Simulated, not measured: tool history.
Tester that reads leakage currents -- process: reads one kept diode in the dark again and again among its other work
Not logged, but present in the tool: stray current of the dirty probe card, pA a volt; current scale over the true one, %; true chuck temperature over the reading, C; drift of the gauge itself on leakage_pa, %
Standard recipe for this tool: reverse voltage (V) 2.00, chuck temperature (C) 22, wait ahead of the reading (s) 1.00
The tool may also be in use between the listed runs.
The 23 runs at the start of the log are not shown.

run	day	reverse voltage (V)	chuck temperature (C)	wait ahead of the reading (s)	hours of work since the probe card was cleaned	hours of work since the tester was calibrated	hours of work since the chuck was calibrated	current that the tester gives (pA)
24	75.988	1.39	22	4.67	482	67	489	26.41
25	79.008	2.91	34	0.99	531	117	538	112.84
26	82.554	3.37	53	3.96	589	175	596	597.55
27	86.112	2.08	34	3.96	648	233	655	96.72
28	90.558	2.08	34	3.96	721	306	728	96.99
29	93.208	2.08	34	3.96	764	350	771	98.05
30	95.183	2.08	21	3.96	797	382	804	29.53
31	98.458	5.78	33	0.54	850	436	858	144.41
32	100.683	1.61	40	4.83	887	472	894	148.85
33	104.246	1.37	22	3.68	945	531	953	27.28
34	107.608	4.21	49	7.79	1001	586	1008	483.34
35	110.325	2.00	23	1.00	1045	631	1052	36.07
36	113.238	1.93	26	0.33	1093	678	1100	48.24
37	115.596	2.00	38	9.41	1132	717	1139	139.77
38	118.358	2.00	38	9.41	1177	762	1184	138.83
39	120.746	2.00	38	5.29	1216	802	1223	139.84

Consider 3 possible next runs. They are alternatives, not a sequence: every one starts from the tool as it was left by run 39. What does each give?
A	124.500	13.32	38	5.29	1278	863	1285	?
B	124.500	2.39	47	4.13	1278	863	1285	?
C	124.500	2.21	22	0.79	1278	863	1285	?

run	current that the tester gives (pA)
A	326.62
B	325.66
C	35.34
What these runs would have given with no unlogged condition in the tool:
run	current that the tester gives (pA)
A	298.31
B	305.28
C	31.62
